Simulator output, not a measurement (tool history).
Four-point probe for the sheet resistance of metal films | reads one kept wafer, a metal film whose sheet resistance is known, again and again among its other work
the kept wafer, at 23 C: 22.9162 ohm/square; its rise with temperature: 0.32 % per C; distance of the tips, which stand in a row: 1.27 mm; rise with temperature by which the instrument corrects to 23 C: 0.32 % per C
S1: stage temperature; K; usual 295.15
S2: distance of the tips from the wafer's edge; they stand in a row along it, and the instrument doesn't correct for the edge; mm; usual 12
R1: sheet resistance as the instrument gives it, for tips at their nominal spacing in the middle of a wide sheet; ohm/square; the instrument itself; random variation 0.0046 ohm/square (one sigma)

{"run": 1, "day": 0.0, "S1": 295.15, "S2": 12, "R1": 22.99706}
{"run": 2, "day": 1.021, "S1": 295.15, "S2": 12, "R1": 23.000755}
{"run": 3, "day": 1.996, "S1": 295.15, "S2": 12, "R1": 22.987679}
{"run": 4, "day": 3.1, "S1": 295.15, "S2": 12, "R1": 23.002547}
{"run": 5, "day": 3.833, "S1": 295.15, "S2": 12, "R1": 22.992899}
{"run": 6, "day": 4.65, "S1": 292.15, "S2": 12, "R1": 22.99588}
{"run": 7, "day": 5.942, "S1": 295.15, "S2": 3, "R1": 24.848295}
{"run": 8, "day": 7.1, "S1": 300.15, "S2": 4, "R1": 24.026437}
{"run": 9, "day": 8.388, "S1": 300.15, "S2": 4, "R1": 24.020829}

The next listed run, before its measurement:
{"run": 10, "day": 9.571, "S1": 292.15, "S2": 12, "R1": "?"}

{"run 10": {"R1": 22.997749}}
Without the tool's hidden state the same run would have given R1 23.064584 ohm/square.
